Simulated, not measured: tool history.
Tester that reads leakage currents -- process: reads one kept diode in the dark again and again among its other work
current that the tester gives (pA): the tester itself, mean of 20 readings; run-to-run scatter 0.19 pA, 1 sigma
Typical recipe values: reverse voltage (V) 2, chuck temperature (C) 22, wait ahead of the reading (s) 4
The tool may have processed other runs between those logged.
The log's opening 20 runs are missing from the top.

run	hour	reverse voltage (V)	chuck temperature (C)	wait ahead of the reading (s)	hours of work since the probe card was cleaned	hours of work since the tester was calibrated	hours of work since the chuck was calibrated	current that the tester gives (pA)
21	1288.5	2	22	4.9	1552	917	61	68.17
22	1326.2	12.68	23	0.94	1573	938	82	175.07
23	1373.8	1.66	20	0.94	1600	964	108	54.15
24	1450.9	14.26	53	0.32	1643	1007	151	1704.31
25	1501	11.84	34	0.92	1671	1035	179	390.13
26	1544.9	11.84	34	0.92	1695	1060	204	390.8
27	1625.2	2.87	22	3.92	1740	1104	249	82.44
28	1681.5	2.87	22	3.92	1771	1136	280	82.62
29	1728	2.87	22	3.92	1797	1162	306	83.15
30	1785.8	2.87	22	1.66	1830	1194	338	83.14
31	1848.8	2	52	0.44	1865	1229	373	724.5
32	1884.8	2.19	34	7.91	1885	1249	394	193.14
33	1958.8	2.19	34	7.91	1926	1291	435	195.94
# hour 2018.1: probe card cleaned and baked
34	2029.3	2.19	36	7.91	6	1328	473	222.11
35	2076.6	1.53	26	0.31	33	1355	499	85.7
36	2123.4	2.23	41	4.4	59	1381	525	335.04
37	2166.6	1.89	30	2	83	1405	549	129.59
38	2253.4	1.89	32	2	131	1453	598	153.39
39	2301.4	1.89	32	2	158	1480	624	154.68
40	2371	1.89	32	2	197	1519	663	154.74
41	2444.3	1.89	32	1.88	238	1560	704	154.9

Below are 3 alternative next runs, each starting from the tool's condition after run 41. Predict each:
A	2514.9	5.34	22	0.55	277	1599	744	?
B	2514.9	3.11	22	0.57	277	1599	744	?
C	2514.9	3.59	41	0.64	277	1599	744	?

run	current that the tester gives (pA)
A	103.1
B	82.52
C	409.14
Had the tool no hidden state, the same runs would have come out as:
run	current that the tester gives (pA)
A	93.38
B	75.11
C	379.49
